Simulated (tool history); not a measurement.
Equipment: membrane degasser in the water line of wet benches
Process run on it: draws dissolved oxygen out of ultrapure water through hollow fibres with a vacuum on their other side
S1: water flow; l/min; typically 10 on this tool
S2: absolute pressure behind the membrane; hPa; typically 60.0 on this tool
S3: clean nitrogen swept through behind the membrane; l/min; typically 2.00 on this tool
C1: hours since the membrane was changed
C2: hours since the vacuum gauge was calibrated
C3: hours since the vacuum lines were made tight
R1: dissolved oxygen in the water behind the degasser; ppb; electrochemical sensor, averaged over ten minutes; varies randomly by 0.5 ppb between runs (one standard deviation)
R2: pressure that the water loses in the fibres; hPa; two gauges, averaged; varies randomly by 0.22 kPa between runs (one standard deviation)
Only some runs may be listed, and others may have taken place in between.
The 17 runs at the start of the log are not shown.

run    hour  S1     S2    S3    C1   C2    C3     R1     R2
      673.2  -- vacuum gauge calibrated
 18   683.4  14   56.3  0.81   850   10  4855  123.2  739.6
 19   739.0  14   56.3  0.81   906   66  4911  125.2  734.2
 20   784.8  14   89.5  1.08   952  112  4957  201.4  733.0
 21   820.2  10   47.6  2.00   987  147  4992   26.4  526.9
 22   878.7  10   47.6  2.00  1046  206  5051   26.5  528.0
 23   926.4  10   47.6  2.00  1093  253  5098   26.0  529.7
 24   953.7  10   47.6  2.00  1121  281  5126   26.3  527.2
      958.3  -- seals of the vacuum lines changed
 25   983.7   7   74.6  3.65  1149  309    25   21.2  370.4
 26  1021.9  14   60.0  2.00  1187  347    64   75.5  742.2
 27  1078.6  10   60.0  1.75  1244  403   120   44.9  524.7
 28  1139.6  10   60.0  3.43  1305  464   181   25.6  524.7
 29  1197.1   6   37.7  1.94  1362  522   239    5.1  314.0
 30  1233.9  10   60.0  3.01  1399  559   276   29.1  526.2
 31  1263.0   9  118.4  3.01  1428  588   305   69.1  475.6
 32  1291.1   9  118.4  3.01  1456  616   333   66.1  473.5

What if the next run were any one of these 4? Each begins from the tool's condition after run 32:
  A  1324.6   9  118.4  0.87  1490  649  366   ?   ?
  B  1324.6  10   60.0  2.94  1490  649  366   ?   ?
  C  1324.6  10   78.1  2.00  1490  649  366   ?   ?
  D  1324.6  13  106.8  3.01  1490  649  366   ?   ?

run     R1     R2
  A  212.9  470.3
  B   29.7  526.5
  C   62.7  526.0
  D   98.6  683.4
With the hidden condition removed and each run's random variation left untouched, the same runs would have given:
run     R1     R2
  A  211.3  467.5
  B   29.2  523.3
  C   62.0  522.9
  D   97.4  679.3
